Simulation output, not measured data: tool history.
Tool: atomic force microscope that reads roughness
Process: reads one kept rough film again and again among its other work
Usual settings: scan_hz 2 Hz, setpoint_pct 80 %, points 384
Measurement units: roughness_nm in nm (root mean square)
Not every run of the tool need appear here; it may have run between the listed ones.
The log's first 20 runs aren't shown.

-- hour=244.6 new tip fitted
run 21 hour=259.4 | scan_hz=3.28 setpoint_pct=81 points=747 | roughness_nm=0.734
run 22 hour=273.2 | scan_hz=3.28 setpoint_pct=81 points=747 | roughness_nm=0.732
run 23 hour=286.5 | scan_hz=0.84 setpoint_pct=61 points=448 | roughness_nm=0.795
run 24 hour=297.4 | scan_hz=1.26 setpoint_pct=80 points=511 | roughness_nm=0.773
run 25 hour=306.9 | scan_hz=2 setpoint_pct=55 points=331 | roughness_nm=0.787
run 26 hour=319.3 | scan_hz=3.06 setpoint_pct=55 points=721 | roughness_nm=0.785
run 27 hour=327.1 | scan_hz=1.44 setpoint_pct=63 points=721 | roughness_nm=0.787
run 28 hour=340.8 | scan_hz=0.53 setpoint_pct=57 points=629 | roughness_nm=0.796
run 29 hour=349.7 | scan_hz=0.66 setpoint_pct=70 points=276 | roughness_nm=0.773
run 30 hour=358.4 | scan_hz=2.92 setpoint_pct=90 points=384 | roughness_nm=0.692
run 31 hour=369.8 | scan_hz=2.92 setpoint_pct=65 points=448 | roughness_nm=0.768
run 32 hour=378.9 | scan_hz=2.92 setpoint_pct=65 points=448 | roughness_nm=0.763
run 33 hour=386.6 | scan_hz=0.65 setpoint_pct=80 points=958 | roughness_nm=0.782
run 34 hour=394.9 | scan_hz=2 setpoint_pct=80 points=539 | roughness_nm=0.749
run 35 hour=409.1 | scan_hz=2.73 setpoint_pct=76 points=705 | roughness_nm=0.742
run 36 hour=426.5 | scan_hz=1.05 setpoint_pct=81 points=538 | roughness_nm=0.765

Each row is a separate what-if for the run after 36, all from the same tool condition, not one after another. Results?
run A hour=439.8 | scan_hz=0.87 setpoint_pct=69 points=623 | roughness_nm=?
run B hour=439.8 | scan_hz=0.61 setpoint_pct=80 points=384 | roughness_nm=?
run C hour=439.8 | scan_hz=1.08 setpoint_pct=81 points=299 | roughness_nm=?
run D hour=439.8 | scan_hz=0.67 setpoint_pct=80 points=298 | roughness_nm=?
run E hour=439.8 | scan_hz=1.96 setpoint_pct=80 points=384 | roughness_nm=?

run=A roughness_nm=0.772
run=B roughness_nm=0.768
run=C roughness_nm=0.754
run=D roughness_nm=0.765
run=E roughness_nm=0.737
Without the tool's unlogged condition, the same runs would have read:
run=A roughness_nm=0.797
run=B roughness_nm=0.792
run=C roughness_nm=0.777
run=D roughness_nm=0.789
run=E roughness_nm=0.76

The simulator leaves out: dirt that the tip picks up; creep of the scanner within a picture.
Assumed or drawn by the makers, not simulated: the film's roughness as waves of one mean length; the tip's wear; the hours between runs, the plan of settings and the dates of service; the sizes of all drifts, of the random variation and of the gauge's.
